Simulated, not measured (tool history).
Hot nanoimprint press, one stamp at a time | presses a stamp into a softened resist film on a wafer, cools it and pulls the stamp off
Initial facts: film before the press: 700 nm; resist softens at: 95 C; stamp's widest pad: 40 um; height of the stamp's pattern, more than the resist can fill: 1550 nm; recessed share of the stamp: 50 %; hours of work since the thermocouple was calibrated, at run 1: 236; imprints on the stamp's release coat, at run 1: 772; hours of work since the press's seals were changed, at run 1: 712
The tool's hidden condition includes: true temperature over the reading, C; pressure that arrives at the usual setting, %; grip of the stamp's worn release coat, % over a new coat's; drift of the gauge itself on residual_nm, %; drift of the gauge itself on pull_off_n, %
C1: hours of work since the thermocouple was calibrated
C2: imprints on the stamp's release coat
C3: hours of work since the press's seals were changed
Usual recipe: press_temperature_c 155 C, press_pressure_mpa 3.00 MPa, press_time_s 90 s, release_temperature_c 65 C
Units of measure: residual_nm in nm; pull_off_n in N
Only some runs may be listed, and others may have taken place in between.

Run 1, day 0.000: usual settings; C1 236; C2 772; C3 712. Result: residual_nm 386.2 nm, pull_off_n 108 N.
Run 2, day 1.342: usual settings; C1 255; C2 908; C3 732. Result: residual_nm 387.3 nm, pull_off_n 110 N.
Run 3, day 2.008: usual settings; C1 265; C2 975; C3 742. Result: residual_nm 386.8 nm, pull_off_n 111 N.
Run 4, day 3.308: usual settings; C1 285; C2 1107; C3 761. Result: residual_nm 383.8 nm, pull_off_n 112 N.
Run 5, day 4.158: usual settings; C1 297; C2 1193; C3 774. Result: residual_nm 383.2 nm, pull_off_n 114 N.
At day 5.888: plate thermocouple calibrated.
Run 6, day 5.917: usual settings; C1 0; C2 1358; C3 798. Result: residual_nm 371.5 nm, pull_off_n 112 N.
Run 7, day 6.783: usual settings; C1 13; C2 1445; C3 811. Result: residual_nm 370.0 nm, pull_off_n 116 N.
Run 8, day 7.742: usual settings; C1 28; C2 1542; C3 825. Result: residual_nm 369.1 nm, pull_off_n 112 N.
At day 9.400: press's hydraulic seals changed and the load cell set to zero.
Run 9, day 9.533: usual settings; C1 49; C2 1689; C3 2. Result: residual_nm 355.7 nm, pull_off_n 115 N.
Run 10, day 10.521: usual settings; C1 64; C2 1789; C3 17. Result: residual_nm 355.4 nm, pull_off_n 119 N.
Run 11, day 11.575: usual settings; C1 80; C2 1896; C3 32. Result: residual_nm 355.7 nm, pull_off_n 117 N.
Run 12, day 13.092: usual settings; C1 102; C2 2049; C3 55. Result: residual_nm 354.9 nm, pull_off_n 119 N.
Run 13, day 13.758: usual settings; C1 112; C2 2116; C3 65. Result: residual_nm 354.3 nm, pull_off_n 119 N.
At day 14.550: plate thermocouple calibrated, once more.
Run 14, day 15.204: usual settings; C1 10; C2 2250; C3 84. Result: residual_nm 393.8 nm, pull_off_n 129 N.
At day 16.829: stamp cleaned and given a new release coat.
Run 15, day 16.829: usual settings but press_temperature_c 165 C, press_pressure_mpa 3.40 MPa, press_time_s 119 s; C1 30; C2 0; C3 105. Result: residual_nm 218.0 nm, pull_off_n 103 N.
Run 16, day 18.233: usual settings but press_temperature_c 165 C, press_pressure_mpa 3.40 MPa, press_time_s 119 s; C1 51; C2 142; C3 126. Result: residual_nm 217.0 nm, pull_off_n 105 N.
Run 17, day 19.583: usual settings but press_temperature_c 165 C, press_pressure_mpa 3.40 MPa, press_time_s 119 s; C1 71; C2 279; C3 146. Result: residual_nm 216.7 nm, pull_off_n 105 N.
Run 18, day 20.867: usual settings but press_temperature_c 154 C, press_pressure_mpa 2.12 MPa, press_time_s 58 s, release_temperature_c 56 C; C1 90; C2 408; C3 165. Result: residual_nm 512.6 nm, pull_off_n 126 N.
Run 19, day 22.317: usual settings but press_pressure_mpa 2.99 MPa, release_temperature_c 57 C; C1 112; C2 555; C3 186. Result: residual_nm 388.2 nm, pull_off_n 125 N.
Run 20, day 23.108: usual settings but press_temperature_c 143 C, press_pressure_mpa 4.52 MPa, press_time_s 69 s, release_temperature_c 53 C; C1 123; C2 635; C3 198. Result: residual_nm 547.2 nm, pull_off_n 133 N.
Run 21, day 24.588: usual settings but press_temperature_c 158 C, press_pressure_mpa 4.18 MPa, press_time_s 53 s; C1 145; C2 785; C3 220. Result: residual_nm 354.5 nm, pull_off_n 109 N.
Run 22, day 26.204: usual settings but press_temperature_c 156 C, press_pressure_mpa 3.29 MPa, press_time_s 72 s; C1 169; C2 948; C3 244. Result: residual_nm 381.4 nm, pull_off_n 112 N.
Run 23, day 27.392: usual settings but press_temperature_c 146 C, press_pressure_mpa 4.57 MPa, press_time_s 72 s; C1 187; C2 1068; C3 262. Result: residual_nm 489.9 nm, pull_off_n 113 N.
Run 24, day 28.325: usual settings but press_temperature_c 146 C, press_pressure_mpa 4.57 MPa, press_time_s 72 s; C1 201; C2 1162; C3 276. Result: residual_nm 492.6 nm, pull_off_n 115 N.
Run 25, day 29.442: usual settings but press_temperature_c 146 C, press_pressure_mpa 4.57 MPa, press_time_s 72 s; C1 217; C2 1275; C3 292. Result: residual_nm 487.6 nm, pull_off_n 116 N.
Run 26, day 30.188: usual settings but press_time_s 50 s, release_temperature_c 70 C; C1 229; C2 1350; C3 303. Result: residual_nm 456.9 nm, pull_off_n 106 N.
Run 27, day 31.342: usual settings but press_time_s 50 s, release_temperature_c 70 C; C1 246; C2 1467; C3 320. Result: residual_nm 455.7 nm, pull_off_n 105 N.

Predict each of these 5 candidate next runs independently; none follows another, all start after run 27:
Run A, day 32.229: usual settings but press_temperature_c 154 C, press_time_s 50 s, release_temperature_c 70 C; C1 259; C2 1557; C3 333. Result: residual_nm ?, pull_off_n ?.
Run B, day 32.229: usual settings but press_pressure_mpa 2.11 MPa, release_temperature_c 60 C; C1 259; C2 1557; C3 333. Result: residual_nm ?, pull_off_n ?.
Run C, day 32.229: usual settings but release_temperature_c 56 C; C1 259; C2 1557; C3 333. Result: residual_nm ?, pull_off_n ?.
Run D, day 32.229: usual settings but press_temperature_c 149 C, press_time_s 149 s, release_temperature_c 70 C; C1 259; C2 1557; C3 333. Result: residual_nm ?, pull_off_n ?.
Run E, day 32.229: usual settings but press_pressure_mpa 2.65 MPa, press_time_s 96 s, release_temperature_c 66 C; C1 259; C2 1557; C3 333. Result: residual_nm ?, pull_off_n ?.

run  residual_nm  pull_off_n
  A        470.9         105
  B        437.2         131
  C        381.5         138
  D        414.6         105
  E        392.7         117
Stripped of hidden state, with their random variation kept, the same runs would have yielded:
run  residual_nm  pull_off_n
  A        480.4          93
  B        448.4         115
  C        391.1         121
  D        425.6          93
  E        402.9         103

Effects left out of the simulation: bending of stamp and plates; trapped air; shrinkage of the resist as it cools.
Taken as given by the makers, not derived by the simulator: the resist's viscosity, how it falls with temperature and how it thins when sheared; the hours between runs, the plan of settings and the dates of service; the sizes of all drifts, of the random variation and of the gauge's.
